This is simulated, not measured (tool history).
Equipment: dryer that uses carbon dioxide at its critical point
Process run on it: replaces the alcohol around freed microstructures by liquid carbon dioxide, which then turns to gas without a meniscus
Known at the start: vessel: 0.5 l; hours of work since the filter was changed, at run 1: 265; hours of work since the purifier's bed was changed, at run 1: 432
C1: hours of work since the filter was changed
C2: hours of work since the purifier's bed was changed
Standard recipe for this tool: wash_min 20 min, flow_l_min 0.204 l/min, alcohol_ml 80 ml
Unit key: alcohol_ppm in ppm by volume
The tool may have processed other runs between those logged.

run 1 hour=0 | wash_min=20 flow_l_min=0.204 alcohol_ml=80 | C1=265 C2=432 | alcohol_ppm=371
run 2 hour=18.3 | wash_min=20 flow_l_min=0.204 alcohol_ml=21 | C1=275 C2=442 | alcohol_ppm=118
run 3 hour=29.4 | wash_min=20 flow_l_min=0.204 alcohol_ml=21 | C1=282 C2=449 | alcohol_ppm=122
run 4 hour=49.8 | wash_min=20 flow_l_min=0.204 alcohol_ml=21 | C1=294 C2=461 | alcohol_ppm=132
run 5 hour=61.2 | wash_min=20 flow_l_min=0.204 alcohol_ml=21 | C1=300 C2=467 | alcohol_ppm=129
run 6 hour=77.7 | wash_min=20 flow_l_min=0.204 alcohol_ml=21 | C1=310 C2=477 | alcohol_ppm=124
run 7 hour=89.4 | wash_min=20 flow_l_min=0.204 alcohol_ml=80 | C1=316 C2=483 | alcohol_ppm=391
run 8 hour=99.2 | wash_min=20 flow_l_min=0.204 alcohol_ml=63 | C1=322 C2=489 | alcohol_ppm=316
run 9 hour=117.6 | wash_min=20 flow_l_min=0.204 alcohol_ml=63 | C1=333 C2=500 | alcohol_ppm=328
run 10 hour=140.4 | wash_min=20 flow_l_min=0.204 alcohol_ml=80 | C1=346 C2=513 | alcohol_ppm=405
run 11 hour=162.4 | wash_min=13 flow_l_min=0.204 alcohol_ml=80 | C1=358 C2=525 | alcohol_ppm=3146
run 12 hour=173.3 | wash_min=13 flow_l_min=0.204 alcohol_ml=80 | C1=365 C2=532 | alcohol_ppm=3167
-- hour=185.2 inlet filter changed
run 13 hour=190.6 | wash_min=13 flow_l_min=0.204 alcohol_ml=80 | C1=3 C2=541 | alcohol_ppm=2486
run 14 hour=209.1 | wash_min=13 flow_l_min=0.204 alcohol_ml=80 | C1=14 C2=552 | alcohol_ppm=2518
run 15 hour=227.3 | wash_min=13 flow_l_min=0.204 alcohol_ml=80 | C1=24 C2=562 | alcohol_ppm=2557
run 16 hour=250.2 | wash_min=13 flow_l_min=0.204 alcohol_ml=80 | C1=37 C2=575 | alcohol_ppm=2533
run 17 hour=273.1 | wash_min=13 flow_l_min=0.204 alcohol_ml=80 | C1=51 C2=588 | alcohol_ppm=2615
run 18 hour=285.6 | wash_min=20 flow_l_min=0.204 alcohol_ml=27 | C1=58 C2=596 | alcohol_ppm=154
run 19 hour=304.8 | wash_min=20 flow_l_min=0.204 alcohol_ml=27 | C1=69 C2=607 | alcohol_ppm=143
run 20 hour=324.7 | wash_min=20 flow_l_min=0.204 alcohol_ml=27 | C1=80 C2=618 | alcohol_ppm=145
run 21 hour=336.2 | wash_min=32 flow_l_min=0.204 alcohol_ml=86 | C1=87 C2=625 | alcohol_ppm=68
run 22 hour=356.8 | wash_min=32 flow_l_min=0.204 alcohol_ml=26 | C1=99 C2=637 | alcohol_ppm=53
run 23 hour=369.3 | wash_min=20 flow_l_min=0.157 alcohol_ml=44 | C1=106 C2=644 | alcohol_ppm=803
run 24 hour=382.6 | wash_min=20 flow_l_min=0.204 alcohol_ml=34 | C1=114 C2=651 | alcohol_ppm=180
run 25 hour=401.7 | wash_min=30 flow_l_min=0.249 alcohol_ml=101 | C1=125 C2=662 | alcohol_ppm=49
run 26 hour=417.7 | wash_min=19 flow_l_min=0.152 alcohol_ml=111 | C1=134 C2=672 | alcohol_ppm=2819
run 27 hour=428.7 | wash_min=19 flow_l_min=0.152 alcohol_ml=25 | C1=140 C2=678 | alcohol_ppm=694

Run 28 has not been measured yet. What should we expect?
run 28 hour=451.1 | wash_min=20 flow_l_min=0.204 alcohol_ml=33 | C1=153 C2=691 | alcohol_ppm=?

{"run 28": {"alcohol_ppm": 189}}
With no hidden state in the tool, this same run would have given alcohol_ppm 117 ppm by volume.
